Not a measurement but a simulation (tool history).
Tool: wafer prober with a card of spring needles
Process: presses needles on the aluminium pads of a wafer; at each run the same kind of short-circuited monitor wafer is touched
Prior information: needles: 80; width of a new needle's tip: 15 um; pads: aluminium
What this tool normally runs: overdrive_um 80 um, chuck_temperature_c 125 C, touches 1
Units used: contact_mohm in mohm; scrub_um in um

run 1 hour=0.0 | overdrive_um=80 chuck_temperature_c=125 touches=1 | contact_mohm=262 scrub_um=18.09
-- hour=6.4 tips cleaned on abrasive film
-- hour=17.6 tips cleaned on abrasive film
run 2 hour=19.6 | overdrive_um=80 chuck_temperature_c=40 touches=1 | contact_mohm=241 scrub_um=18.06
-- hour=28.5 tips cleaned on abrasive film
run 3 hour=37.8 | overdrive_um=80 chuck_temperature_c=40 touches=1 | contact_mohm=239 scrub_um=18.08
-- hour=39.2 tips cleaned on abrasive film
-- hour=50.4 tips cleaned on abrasive film
run 4 hour=52.7 | overdrive_um=80 chuck_temperature_c=125 touches=2 | contact_mohm=265 scrub_um=18.07
-- hour=62.0 tips cleaned on abrasive film
run 5 hour=62.8 | overdrive_um=80 chuck_temperature_c=125 touches=2 | contact_mohm=263 scrub_um=18.10
-- hour=73.7 tips cleaned on abrasive film
run 6 hour=73.7 | overdrive_um=80 chuck_temperature_c=125 touches=1 | contact_mohm=258 scrub_um=18.09
run 7 hour=81.7 | overdrive_um=80 chuck_temperature_c=125 touches=1 | contact_mohm=264 scrub_um=18.09
-- hour=85.8 tips cleaned on abrasive film
-- hour=97.3 tips cleaned on abrasive film
run 8 hour=98.8 | overdrive_um=80 chuck_temperature_c=125 touches=1 | contact_mohm=263 scrub_um=18.02
-- hour=108.7 tips cleaned on abrasive film
run 9 hour=108.7 | overdrive_um=73 chuck_temperature_c=125 touches=1 | contact_mohm=264 scrub_um=16.52
-- hour=119.7 tips cleaned on abrasive film
run 10 hour=127.2 | overdrive_um=73 chuck_temperature_c=125 touches=1 | contact_mohm=259 scrub_um=16.51
-- hour=131.2 tips cleaned on abrasive film
-- hour=141.9 tips cleaned on abrasive film
run 11 hour=145.1 | overdrive_um=68 chuck_temperature_c=125 touches=2 | contact_mohm=268 scrub_um=15.36
-- hour=153.3 tips cleaned on abrasive film
run 12 hour=159.2 | overdrive_um=80 chuck_temperature_c=62 touches=1 | contact_mohm=247 scrub_um=18.13
-- hour=164.1 tips cleaned on abrasive film
run 13 hour=169.0 | overdrive_um=90 chuck_temperature_c=48 touches=2 | contact_mohm=243 scrub_um=20.32
-- hour=175.6 tips cleaned on abrasive film
run 14 hour=184.4 | overdrive_um=91 chuck_temperature_c=52 touches=1 | contact_mohm=243 scrub_um=20.58
-- hour=187.4 tips cleaned on abrasive film
-- hour=195.2 height of the first contact set anew
-- hour=198.4 tips cleaned on abrasive film
run 15 hour=198.6 | overdrive_um=97 chuck_temperature_c=98 touches=1 | contact_mohm=257 scrub_um=21.90
-- hour=210.0 tips cleaned on abrasive film
run 16 hour=211.5 | overdrive_um=61 chuck_temperature_c=33 touches=3 | contact_mohm=247 scrub_um=13.79
-- hour=222.1 tips cleaned on abrasive film
run 17 hour=229.5 | overdrive_um=61 chuck_temperature_c=33 touches=3 | contact_mohm=242 scrub_um=13.78
-- hour=233.6 tips cleaned on abrasive film
-- hour=244.6 tips cleaned on abrasive film
run 18 hour=245.8 | overdrive_um=95 chuck_temperature_c=125 touches=1 | contact_mohm=266 scrub_um=21.48
-- hour=256.2 tips cleaned on abrasive film
run 19 hour=263.3 | overdrive_um=67 chuck_temperature_c=82 touches=1 | contact_mohm=255 scrub_um=15.13

Predict each of these 4 candidate next runs independently; none follows another, all start after run 19:
-- hour=267.6 tips cleaned on abrasive film
-- hour=279.3 tips cleaned on abrasive film
run A hour=280.3 | overdrive_um=80 chuck_temperature_c=55 touches=1 | contact_mohm=? scrub_um=?
-- hour=267.6 tips cleaned on abrasive film
-- hour=279.3 tips cleaned on abrasive film
run B hour=280.3 | overdrive_um=90 chuck_temperature_c=42 touches=2 | contact_mohm=? scrub_um=?
-- hour=267.6 tips cleaned on abrasive film
-- hour=279.3 tips cleaned on abrasive film
run C hour=280.3 | overdrive_um=91 chuck_temperature_c=54 touches=1 | contact_mohm=? scrub_um=?
-- hour=267.6 tips cleaned on abrasive film
-- hour=279.3 tips cleaned on abrasive film
run D hour=280.3 | overdrive_um=80 chuck_temperature_c=35 touches=1 | contact_mohm=? scrub_um=?

run=A contact_mohm=249 scrub_um=18.05
run=B contact_mohm=240 scrub_um=20.35
run=C contact_mohm=247 scrub_um=20.56
run=D contact_mohm=241 scrub_um=18.05
Without the tool's hidden state the same runs would have given:
run=A contact_mohm=249 scrub_um=18.05
run=B contact_mohm=240 scrub_um=20.35
run=C contact_mohm=247 scrub_um=20.56
run=D contact_mohm=241 scrub_um=18.05

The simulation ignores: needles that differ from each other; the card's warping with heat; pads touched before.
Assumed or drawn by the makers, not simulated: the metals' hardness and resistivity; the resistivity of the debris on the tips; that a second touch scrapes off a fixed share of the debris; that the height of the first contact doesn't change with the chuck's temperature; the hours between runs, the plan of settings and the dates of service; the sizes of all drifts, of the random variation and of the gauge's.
